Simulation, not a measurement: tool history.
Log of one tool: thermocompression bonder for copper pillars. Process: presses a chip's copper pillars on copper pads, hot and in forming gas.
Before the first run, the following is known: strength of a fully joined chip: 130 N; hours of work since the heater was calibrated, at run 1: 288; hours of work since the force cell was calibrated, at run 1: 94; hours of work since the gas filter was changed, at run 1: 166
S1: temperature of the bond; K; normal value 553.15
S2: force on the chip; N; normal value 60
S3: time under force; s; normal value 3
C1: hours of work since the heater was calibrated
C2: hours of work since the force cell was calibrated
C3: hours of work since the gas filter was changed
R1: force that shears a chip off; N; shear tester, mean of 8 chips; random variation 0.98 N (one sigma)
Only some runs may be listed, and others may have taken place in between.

run     day      S1  S2  S3   C1   C2   C3     R1
  1       0  553.15  60   3  288   94  166   78.4
  2   0.388  553.15  60   3  296  102  173   78.8
  3   1.238  553.15  60   3  312  118  189   77.9
  4   1.804  553.15  60   3  323  129  200   78.1
  5   2.446  553.15  43   3  335  141  212   62.6
  6   3.179  553.15  43   3  349  155  226   61.6
  7   4.112  553.15  43   3  366  172  244   60.7
  8   4.992  553.15  43   3  383  189  261   61.7
  9   5.788  553.15  43   3  398  204  276   60.9
 10   6.171  553.15  65   3  406  212  283   77.4
 11   6.879  553.15  71   3  419  225  296     83
 12   7.821  553.15  71   3  437  243  314   79.3
 13   8.625  549.15  60   3  452  258  329   70.9
 14   9.038  549.15  60   3  460  266  337   71.7
 15     9.5  549.15  52   3  469  275  346     64
 16  10.188  549.15  52   3  482  288  359   65.4
 17  11.083  549.15  52   3  499  305  376   64.2
     11.217  -- force cell calibrated
 18  11.871  549.15  52   3  513   12  390   64.9
 19  12.446  553.15  60   3  524   23  401   70.2
 20  13.346  553.15  60   3  541   40  418   71.2
 21  13.967  553.15  60   3  552   52  430   70.3
     14.175  -- forming gas filter changed
 22  14.771  529.15  60   5  567   67   11   75.9
     15.117  -- force cell calibrated, once more
 23  15.579  550.15  60   3  581    9   25   78.7
 24  16.262  550.15  60   3  594   22   38   78.6
 25  16.758  550.15  60   3  604   31   48   78.4
 26  17.192  573.15  37   4  612   39   56   73.8
 27  18.133  576.15  88   5  630   57   74  115.9
 28  18.979  542.15  60   5  646   73   90   83.6
 29  19.654  563.15  74   2  659   86  103     85
 30  20.283  553.15  69   4  671   98  115   91.3
 31  20.858  563.15  69   3  682  109  126   89.1
 32  21.362  563.15  69   3  691  119  135   88.5
 33  22.008  563.15  62   9  704  131  148  105.9
 34  22.738  572.15  60   3  717  145  161   88.6
 35  23.296  553.15  60   6  728  155  172   90.7
     23.654  -- heater calibrated with a thermocouple chip
 36  23.975  549.15  60   2    6  167  183   67.9
 37  24.404  558.15  60   8   14  175  192  103.7
 38  24.888  558.15  60   8   23  184  201  102.3
 39   25.45  573.15  60   3   34  195  211   89.8

Below are 4 alternative next runs, each starting from the tool's condition after run 39. Predict each:
  A  25.971  573.15  60   2  44  205  221   ?
  B  25.971  553.15  41   3  44  205  221   ?
  C  25.971  548.15  41   2  44  205  221   ?
  D  25.971  527.15  57   3  44  205  221   ?

run    R1
  A    80
  B  61.3
  C  52.4
  D    62
With the hidden condition removed and each run's random variation left untouched, the same runs would have given:
run    R1
  A  85.2
  B  65.3
  C  55.7
  D  65.9
